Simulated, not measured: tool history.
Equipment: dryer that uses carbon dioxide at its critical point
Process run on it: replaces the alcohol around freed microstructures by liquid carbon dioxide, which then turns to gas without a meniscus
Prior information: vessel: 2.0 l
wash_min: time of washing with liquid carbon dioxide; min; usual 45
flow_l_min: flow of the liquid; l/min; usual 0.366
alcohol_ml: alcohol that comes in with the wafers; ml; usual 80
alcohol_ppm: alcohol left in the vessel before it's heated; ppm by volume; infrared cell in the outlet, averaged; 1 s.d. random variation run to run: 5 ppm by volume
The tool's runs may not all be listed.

run 1 hour=0.0 | wash_min=45 flow_l_min=0.366 alcohol_ml=80 | alcohol_ppm=40
run 2 hour=18.9 | wash_min=45 flow_l_min=0.366 alcohol_ml=45 | alcohol_ppm=41
run 3 hour=32.9 | wash_min=45 flow_l_min=0.366 alcohol_ml=47 | alcohol_ppm=30
run 4 hour=51.7 | wash_min=45 flow_l_min=0.366 alcohol_ml=47 | alcohol_ppm=46
run 5 hour=67.5 | wash_min=45 flow_l_min=0.366 alcohol_ml=47 | alcohol_ppm=44
run 6 hour=75.9 | wash_min=45 flow_l_min=0.416 alcohol_ml=47 | alcohol_ppm=32
run 7 hour=89.3 | wash_min=45 flow_l_min=0.366 alcohol_ml=31 | alcohol_ppm=39
run 8 hour=98.8 | wash_min=45 flow_l_min=0.310 alcohol_ml=80 | alcohol_ppm=112
run 9 hour=116.8 | wash_min=36 flow_l_min=0.272 alcohol_ml=80 | alcohol_ppm=584
run 10 hour=135.6 | wash_min=51 flow_l_min=0.431 alcohol_ml=80 | alcohol_ppm=34
run 11 hour=153.5 | wash_min=38 flow_l_min=0.366 alcohol_ml=53 | alcohol_ppm=89
run 12 hour=168.4 | wash_min=58 flow_l_min=0.366 alcohol_ml=87 | alcohol_ppm=42
run 13 hour=178.0 | wash_min=58 flow_l_min=0.523 alcohol_ml=93 | alcohol_ppm=21
run 14 hour=196.5 | wash_min=40 flow_l_min=0.523 alcohol_ml=27 | alcohol_ppm=44
run 15 hour=212.8 | wash_min=51 flow_l_min=0.614 alcohol_ml=77 | alcohol_ppm=36

Branching from run 15: 4 alternative next runs. What would each branch give?
run A hour=227.6 | wash_min=64 flow_l_min=0.608 alcohol_ml=77 | alcohol_ppm=?
run B hour=227.6 | wash_min=38 flow_l_min=0.614 alcohol_ml=51 | alcohol_ppm=?
run C hour=227.6 | wash_min=40 flow_l_min=0.330 alcohol_ml=55 | alcohol_ppm=?
run D hour=227.6 | wash_min=28 flow_l_min=0.474 alcohol_ml=99 | alcohol_ppm=?

run=A alcohol_ppm=28
run=B alcohol_ppm=24
run=C alcohol_ppm=139
run=D alcohol_ppm=192
The same runs, with their run-to-run variation unchanged, on a tool lacking any hidden condition would have given:
run=A alcohol_ppm=0
run=B alcohol_ppm=0
run=C alcohol_ppm=85
run=D alcohol_ppm=118

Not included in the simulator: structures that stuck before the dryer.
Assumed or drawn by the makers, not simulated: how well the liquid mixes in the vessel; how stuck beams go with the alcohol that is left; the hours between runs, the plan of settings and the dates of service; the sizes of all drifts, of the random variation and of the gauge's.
